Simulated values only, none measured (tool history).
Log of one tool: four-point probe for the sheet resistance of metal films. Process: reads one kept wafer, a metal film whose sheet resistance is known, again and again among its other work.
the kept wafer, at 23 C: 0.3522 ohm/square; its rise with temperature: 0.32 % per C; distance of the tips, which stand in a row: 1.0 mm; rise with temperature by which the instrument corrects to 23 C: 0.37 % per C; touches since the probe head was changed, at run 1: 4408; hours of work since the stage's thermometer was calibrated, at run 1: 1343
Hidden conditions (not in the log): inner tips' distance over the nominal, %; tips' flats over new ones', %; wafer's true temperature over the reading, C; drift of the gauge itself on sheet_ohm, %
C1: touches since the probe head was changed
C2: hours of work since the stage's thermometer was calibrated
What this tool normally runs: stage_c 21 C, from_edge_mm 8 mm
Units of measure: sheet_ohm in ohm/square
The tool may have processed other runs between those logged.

{"run": 1, "day": 0.0, "stage_c": 21, "from_edge_mm": 8, "C1": 4408, "C2": 1343, "sheet_ohm": 0.355415}
{"run": 2, "day": 2.667, "stage_c": 21, "from_edge_mm": 8, "C1": 5368, "C2": 1373, "sheet_ohm": 0.35548}
{"run": 3, "day": 3.825, "stage_c": 21, "from_edge_mm": 8, "C1": 5786, "C2": 1386, "sheet_ohm": 0.355321}
{"run": 4, "day": 5.692, "stage_c": 21, "from_edge_mm": 8, "C1": 6457, "C2": 1407, "sheet_ohm": 0.355509}
{"run": 5, "day": 7.979, "stage_c": 21, "from_edge_mm": 8, "C1": 7282, "C2": 1433, "sheet_ohm": 0.355369}
{"run": 6, "day": 10.033, "stage_c": 21, "from_edge_mm": 8, "C1": 8021, "C2": 1456, "sheet_ohm": 0.355578}
{"run": 7, "day": 11.608, "stage_c": 21, "from_edge_mm": 7, "C1": 8588, "C2": 1474, "sheet_ohm": 0.356456}
{"run": 8, "day": 13.3, "stage_c": 21, "from_edge_mm": 8, "C1": 9198, "C2": 1493, "sheet_ohm": 0.35546}
{"run": 9, "day": 15.233, "stage_c": 21, "from_edge_mm": 8, "C1": 9894, "C2": 1514, "sheet_ohm": 0.355545}
{"run": 10, "day": 16.925, "stage_c": 31, "from_edge_mm": 42, "C1": 10503, "C2": 1533, "sheet_ohm": 0.351109}
{"run": 11, "day": 19.35, "stage_c": 21, "from_edge_mm": 6, "C1": 11377, "C2": 1561, "sheet_ohm": 0.3577}
{"run": 12, "day": 22.058, "stage_c": 29, "from_edge_mm": 8, "C1": 12352, "C2": 1591, "sheet_ohm": 0.354259}
{"run": 13, "day": 24.508, "stage_c": 22, "from_edge_mm": 11, "C1": 13234, "C2": 1618, "sheet_ohm": 0.353874}
{"run": 14, "day": 26.392, "stage_c": 27, "from_edge_mm": 10, "C1": 13912, "C2": 1639, "sheet_ohm": 0.353468}
{"run": 15, "day": 28.729, "stage_c": 23, "from_edge_mm": 11, "C1": 14755, "C2": 1666, "sheet_ohm": 0.353797}
{"run": 16, "day": 31.221, "stage_c": 31, "from_edge_mm": 54, "C1": 15651, "C2": 1694, "sheet_ohm": 0.351065}
{"run": 17, "day": 32.525, "stage_c": 24, "from_edge_mm": 62, "C1": 16121, "C2": 1708, "sheet_ohm": 0.352083}
{"run": 18, "day": 35.112, "stage_c": 24, "from_edge_mm": 62, "C1": 17054, "C2": 1737, "sheet_ohm": 0.352111}

Alternative continuations, all from the tool just after run 18; predict every row:
{"run": "A", "day": 36.246, "stage_c": 24, "from_edge_mm": 7, "C1": 17461, "C2": 1750, "sheet_ohm": "?"}
{"run": "B", "day": 36.246, "stage_c": 30, "from_edge_mm": 9, "C1": 17461, "C2": 1750, "sheet_ohm": "?"}
{"run": "C", "day": 36.246, "stage_c": 20, "from_edge_mm": 42, "C1": 17461, "C2": 1750, "sheet_ohm": "?"}
{"run": "D", "day": 36.246, "stage_c": 34, "from_edge_mm": 28, "C1": 17461, "C2": 1750, "sheet_ohm": "?"}

run=A sheet_ohm=0.355984
run=B sheet_ohm=0.353469
run=C sheet_ohm=0.352977
run=D sheet_ohm=0.350888
What these runs would have given with no unlogged condition in the tool:
run=A sheet_ohm=0.355971
run=B sheet_ohm=0.353456
run=C sheet_ohm=0.352964
run=D sheet_ohm=0.350875
